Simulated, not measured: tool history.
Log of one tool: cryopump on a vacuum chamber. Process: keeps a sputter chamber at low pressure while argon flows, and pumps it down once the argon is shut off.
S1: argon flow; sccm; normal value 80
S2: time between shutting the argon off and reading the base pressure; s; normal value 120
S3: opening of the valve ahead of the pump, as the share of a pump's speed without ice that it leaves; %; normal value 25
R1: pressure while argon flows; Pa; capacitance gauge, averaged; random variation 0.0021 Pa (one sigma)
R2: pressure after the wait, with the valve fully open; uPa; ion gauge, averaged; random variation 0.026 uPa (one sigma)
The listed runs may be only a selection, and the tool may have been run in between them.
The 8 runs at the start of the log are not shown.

| run | hour | S1 | S2 | S3 | R1 | R2 |
|---|---|---|---|---|---|---|
| 9 | 177.5 | 80 | 120 | 22 | 0.6048 | 4.24 |
|  | 194.4 | leaking fittings of the chamber tightened, without venting |
| 10 | 200.8 | 123 | 120 | 25 | 0.8176 | 1.12 |
| 11 | 223.6 | 80 | 134 | 25 | 0.5284 | 1.06 |
| 12 | 242.1 | 80 | 120 | 16 | 0.8172 | 1.17 |
| 13 | 267.4 | 80 | 120 | 25 | 0.5316 | 1.21 |
| 14 | 281.6 | 80 | 120 | 25 | 0.5350 | 1.20 |
| 15 | 308.2 | 80 | 118 | 25 | 0.5293 | 1.30 |
| 16 | 334.1 | 80 | 120 | 25 | 0.5318 | 1.30 |
| 17 | 348.9 | 80 | 120 | 25 | 0.5332 | 1.25 |
| 18 | 370.8 | 80 | 120 | 20 | 0.6651 | 1.31 |
| 19 | 397.8 | 35 | 188 | 44 | 0.1358 | 1.10 |
| 20 | 418.5 | 35 | 188 | 44 | 0.1356 | 1.15 |
| 21 | 447.9 | 72 | 268 | 25 | 0.4803 | 1.02 |
| 22 | 462.7 | 72 | 268 | 25 | 0.4808 | 0.98 |
| 23 | 484.8 | 35 | 137 | 19 | 0.3076 | 1.41 |
| 24 | 498.0 | 80 | 46 | 37 | 0.3648 | 2.77 |
| 25 | 522.1 | 37 | 89 | 37 | 0.1686 | 1.77 |
| 26 | 535.5 | 37 | 89 | 37 | 0.1721 | 1.88 |
| 27 | 551.8 | 75 | 241 | 39 | 0.3275 | 1.17 |
| 28 | 580.1 | 66 | 120 | 30 | 0.3728 | 1.60 |
| 29 | 598.0 | 66 | 120 | 52 | 0.2203 | 1.66 |
| 30 | 616.0 | 66 | 120 | 52 | 0.2220 | 1.71 |
| 31 | 639.7 | 66 | 120 | 52 | 0.2208 | 1.75 |
| 32 | 656.6 | 80 | 120 | 20 | 0.6691 | 1.75 |
| 33 | 674.5 | 142 | 120 | 52 | 0.4781 | 1.80 |

Forecast each of these 5 alternatives for the next run:
| A | 693.8 | 38 | 242 | 29 | ? | ? |
| B | 693.8 | 142 | 24 | 38 | ? | ? |
| C | 693.8 | 52 | 55 | 44 | ? | ? |
| D | 693.8 | 59 | 218 | 25 | ? | ? |
| E | 693.8 | 142 | 120 | 17 | ? | ? |

| run | R1 | R2 |
|---|---|---|
| A | 0.2214 | 1.39 |
| B | 0.6462 | 5.06 |
| C | 0.2037 | 2.67 |
| D | 0.3971 | 1.45 |
| E | 1.3926 | 1.78 |
With no hidden state in the tool, these same runs would have given:
| run | R1 | R2 |
|---|---|---|
| A | 0.2120 | 0.69 |
| B | 0.6109 | 4.34 |
| C | 0.1909 | 1.97 |
| D | 0.3825 | 0.74 |
| E | 1.3575 | 1.08 |
